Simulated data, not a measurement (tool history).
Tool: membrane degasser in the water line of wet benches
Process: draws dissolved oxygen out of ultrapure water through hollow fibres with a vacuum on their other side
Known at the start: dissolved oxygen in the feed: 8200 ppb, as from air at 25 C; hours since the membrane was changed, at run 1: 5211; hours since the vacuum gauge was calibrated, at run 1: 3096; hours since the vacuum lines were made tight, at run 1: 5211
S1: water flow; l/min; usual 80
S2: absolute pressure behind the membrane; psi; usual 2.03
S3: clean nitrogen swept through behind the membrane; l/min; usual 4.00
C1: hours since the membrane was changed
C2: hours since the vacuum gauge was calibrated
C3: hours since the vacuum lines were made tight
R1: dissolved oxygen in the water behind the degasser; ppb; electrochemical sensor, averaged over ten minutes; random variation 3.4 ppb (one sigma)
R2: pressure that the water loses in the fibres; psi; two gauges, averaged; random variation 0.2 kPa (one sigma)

| run | hour | S1 | S2 | S3 | C1 | C2 | C3 | R1 | R2 |
|---|---|---|---|---|---|---|---|---|---|
| 1 | 0.0 | 80 | 2.03 | 4.00 | 5211 | 3096 | 5211 | 480.9 | 6.776 |
| 2 | 182.5 | 80 | 2.03 | 4.00 | 5393 | 3279 | 5393 | 472.9 | 6.769 |
| 3 | 414.2 | 80 | 2.03 | 4.00 | 5625 | 3510 | 5625 | 476.1 | 6.766 |
| 4 | 653.8 | 80 | 5.03 | 4.00 | 5865 | 3750 | 5865 | 1209.7 | 6.728 |
| 5 | 829.9 | 80 | 2.03 | 4.00 | 6041 | 3926 | 6041 | 480.3 | 6.727 |
| 6 | 985.2 | 80 | 2.03 | 4.00 | 6196 | 4081 | 6196 | 477.8 | 6.786 |
| 7 | 1234.4 | 100 | 2.03 | 4.00 | 6445 | 4331 | 6445 | 599.2 | 8.443 |
| 8 | 1487.9 | 49 | 2.03 | 4.00 | 6699 | 4584 | 6699 | 300.5 | 4.078 |
|  | 1592.8 | seals of the vacuum lines changed |
| 9 | 1692.1 | 49 | 2.86 | 4.00 | 6901 | 4786 | 99 | 454.8 | 4.100 |
| 10 | 1858.5 | 49 | 2.86 | 4.00 | 7067 | 4953 | 266 | 445.8 | 4.155 |
| 11 | 2119.0 | 80 | 2.03 | 4.00 | 7328 | 5213 | 526 | 482.3 | 6.779 |
| 12 | 2244.5 | 80 | 2.03 | 4.00 | 7453 | 5339 | 652 | 474.1 | 6.753 |
| 13 | 2501.5 | 74 | 2.03 | 4.00 | 7710 | 5596 | 909 | 442.6 | 6.269 |
| 14 | 2723.6 | 74 | 2.03 | 4.00 | 7932 | 5818 | 1131 | 442.4 | 6.286 |
| 15 | 2890.7 | 74 | 2.03 | 4.00 | 8099 | 5985 | 1298 | 436.7 | 6.229 |
| 16 | 3090.8 | 74 | 2.03 | 4.00 | 8300 | 6185 | 1498 | 446.4 | 6.306 |
| 17 | 3351.2 | 75 | 2.94 | 4.99 | 8560 | 6445 | 1758 | 562.6 | 6.351 |
| 18 | 3522.6 | 75 | 2.94 | 4.99 | 8731 | 6617 | 1930 | 574.3 | 6.329 |
| 19 | 3680.9 | 80 | 4.99 | 8.20 | 8890 | 6775 | 2088 | 682.3 | 6.743 |
| 20 | 3801.0 | 80 | 4.99 | 8.20 | 9010 | 6895 | 2208 | 688.5 | 6.794 |
| 21 | 3946.0 | 80 | 4.99 | 8.20 | 9155 | 7040 | 2353 | 687.1 | 6.734 |
| 22 | 4081.2 | 80 | 4.99 | 8.20 | 9290 | 7175 | 2488 | 683.4 | 6.741 |
| 23 | 4245.9 | 89 | 4.22 | 5.14 | 9455 | 7340 | 2653 | 936.9 | 7.506 |
| 24 | 4494.4 | 103 | 2.03 | 2.06 | 9703 | 7588 | 2902 | 987.4 | 8.656 |
| 25 | 4612.0 | 103 | 2.03 | 2.06 | 9821 | 7706 | 3019 | 989.7 | 8.734 |
|  | 4710.4 | vacuum gauge calibrated |
| 26 | 4837.8 | 119 | 2.84 | 2.49 | 10046 | 127 | 3244 | 1393.7 | 10.096 |
| 27 | 4945.3 | 119 | 2.84 | 2.49 | 10154 | 235 | 3352 | 1388.7 | 10.092 |
| 28 | 5083.0 | 86 | 1.65 | 2.49 | 10291 | 373 | 3490 | 580.9 | 7.290 |
| 29 | 5318.4 | 57 | 3.95 | 7.69 | 10527 | 608 | 3725 | 410.1 | 4.824 |
| 30 | 5450.8 | 109 | 3.95 | 7.69 | 10659 | 740 | 3858 | 779.8 | 9.248 |
| 31 | 5639.8 | 84 | 1.57 | 8.24 | 10848 | 929 | 4047 | 205.7 | 7.182 |

4 ways to go on from here, each from the tool as it stands after run 31. What would each give?
| A | 5758.9 | 90 | 2.45 | 3.25 | 10967 | 1048 | 4166 | ? | ? |
| B | 5758.9 | 91 | 3.70 | 6.11 | 10967 | 1048 | 4166 | ? | ? |
| C | 5758.9 | 89 | 1.31 | 1.76 | 10967 | 1048 | 4166 | ? | ? |
| D | 5758.9 | 80 | 2.03 | 2.40 | 10967 | 1048 | 4166 | ? | ? |

| run | R1 | R2 |
|---|---|---|
| A | 772.5 | 7.594 |
| B | 727.7 | 7.748 |
| C | 556.0 | 7.529 |
| D | 709.6 | 6.798 |
Without the tool's hidden state the same runs would have given:
| run | R1 | R2 |
|---|---|---|
| A | 772.0 | 7.578 |
| B | 727.2 | 7.731 |
| C | 555.5 | 7.513 |
| D | 709.2 | 6.783 |
